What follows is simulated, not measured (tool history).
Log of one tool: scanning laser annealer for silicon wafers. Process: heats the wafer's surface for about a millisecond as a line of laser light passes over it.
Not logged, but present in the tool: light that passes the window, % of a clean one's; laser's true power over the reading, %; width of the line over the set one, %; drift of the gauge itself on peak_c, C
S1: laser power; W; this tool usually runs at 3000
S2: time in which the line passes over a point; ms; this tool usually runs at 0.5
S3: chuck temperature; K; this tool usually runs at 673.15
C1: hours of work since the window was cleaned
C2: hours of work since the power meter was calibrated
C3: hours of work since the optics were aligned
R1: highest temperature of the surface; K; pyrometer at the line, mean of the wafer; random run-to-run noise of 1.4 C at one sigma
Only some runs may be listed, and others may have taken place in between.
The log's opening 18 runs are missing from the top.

run	hour	S1	S2	S3	C1	C2	C3	R1
19	135	3000	0.5	673.15	401	167	1360	1377.15
20	139.5	3000	0.5	673.15	405	170	1363	1378.15
21	144.6	3000	0.5	673.15	409	174	1367	1378.15
22	154.8	3000	0.5	673.15	416	182	1375	1377.15
23	159.5	3000	0.517	668.15	420	185	1378	1384.15
# hour 168.6: window over the wafer cleaned
24	170.1	3000	0.517	668.15	1	192	1385	1404.15
25	176.8	3000	0.517	668.15	6	197	1390	1404.15
26	181.3	2581	0.517	638.15	10	200	1393	1264.15
27	188.1	3228	0.596	660.15	15	206	1398	1520.15
28	196.4	3228	0.483	660.15	21	212	1405	1423.15
29	206.2	3022	0.468	702.15	28	219	1412	1398.15
30	211.7	3000	0.385	673.15	33	223	1416	1292.15
31	216	2864	0.571	709.15	36	227	1419	1449.15
32	222.3	2605	0.44	709.15	41	231	1424	1286.15
33	228.6	2605	0.44	709.15	45	236	1429	1285.15
34	235.6	3095	0.42	709.15	51	241	1434	1380.15
35	243.3	2751	0.45	637.15	56	247	1440	1255.15
36	253.8	2751	0.45	637.15	64	255	1448	1252.15
37	258.1	2751	0.538	637.15	68	258	1451	1320.15
38	263.6	2986	0.475	673.15	72	263	1455	1367.15
39	272.3	3194	0.363	673.15	78	269	1462	1310.15
40	277.8	3199	0.363	655.15	82	273	1466	1291.15
41	282.9	2812	0.609	655.15	86	277	1470	1403.15

Branching from run 41: 4 alternative next runs. What would each branch give?
A	287.8	2943	0.387	637.15	90	281	1474	?
B	287.8	2693	0.476	681.15	90	281	1474	?
C	287.8	2709	0.453	673.15	90	281	1474	?
D	287.8	2914	0.609	655.15	90	281	1474	?

run	R1
A	1245.15
B	1304.15
C	1280.15
D	1431.15
With the hidden condition removed and each run's random variation left untouched, the same runs would have given:
run	R1
A	1265.15
B	1324.15
C	1300.15
D	1457.15

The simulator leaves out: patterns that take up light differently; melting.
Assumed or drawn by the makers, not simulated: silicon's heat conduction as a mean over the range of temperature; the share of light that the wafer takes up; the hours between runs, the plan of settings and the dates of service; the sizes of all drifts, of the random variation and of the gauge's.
